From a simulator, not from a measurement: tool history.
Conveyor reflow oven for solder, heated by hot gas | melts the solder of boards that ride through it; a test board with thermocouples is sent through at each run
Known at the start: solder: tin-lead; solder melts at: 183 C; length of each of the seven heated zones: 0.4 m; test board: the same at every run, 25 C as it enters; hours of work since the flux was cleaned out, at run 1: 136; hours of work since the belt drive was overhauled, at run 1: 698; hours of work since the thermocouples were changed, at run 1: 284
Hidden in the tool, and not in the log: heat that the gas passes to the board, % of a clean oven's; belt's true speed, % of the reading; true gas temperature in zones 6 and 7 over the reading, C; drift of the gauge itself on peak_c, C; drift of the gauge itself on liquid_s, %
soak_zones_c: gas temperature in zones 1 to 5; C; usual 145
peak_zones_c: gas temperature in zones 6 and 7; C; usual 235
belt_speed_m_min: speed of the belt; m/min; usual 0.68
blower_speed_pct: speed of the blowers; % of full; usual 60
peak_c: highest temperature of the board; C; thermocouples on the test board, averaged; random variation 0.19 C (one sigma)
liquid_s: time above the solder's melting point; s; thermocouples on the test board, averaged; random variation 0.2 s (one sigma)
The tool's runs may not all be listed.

run,hour,soak_zones_c,peak_zones_c,belt_speed_m_min,blower_speed_pct,hours of work since the flux was cleaned out,hours of work since the belt drive was overhauled,hours of work since the thermocouples were changed,peak_c,liquid_s
1,0,145,235,0.68,60,136,698,284,212,49.6
2,22.6,145,235,0.718,60,153,716,301,209.5,44.5
3,45.3,145,235,0.718,60,171,733,319,209.7,44.6
4,59.6,145,248,0.718,60,182,744,330,219.9,52.6
5,74.9,145,248,0.718,60,193,756,342,219.9,52.8
# hour 87.6: flux residue cleaned out of gas plates and filters
6,93.9,145,248,0.738,63,5,767,352,219.6,51.1
7,116.2,145,248,0.738,63,22,784,370,219.7,51.1
8,140.8,145,235,0.629,58,41,803,388,214.3,55.8
9,160,145,235,0.629,58,56,818,403,213.9,55.9
10,182.5,145,235,0.546,67,73,835,421,220.7,72.1

How the hidden state differs across the entries between the runs, from the last listed run before each to the first after it:
Between runs 5 and 6: flux residue cleaned out of gas plates and filters (hour 87.6)
  heat that the gas passes to the board, % of a clean oven's: 99.7 -> 100

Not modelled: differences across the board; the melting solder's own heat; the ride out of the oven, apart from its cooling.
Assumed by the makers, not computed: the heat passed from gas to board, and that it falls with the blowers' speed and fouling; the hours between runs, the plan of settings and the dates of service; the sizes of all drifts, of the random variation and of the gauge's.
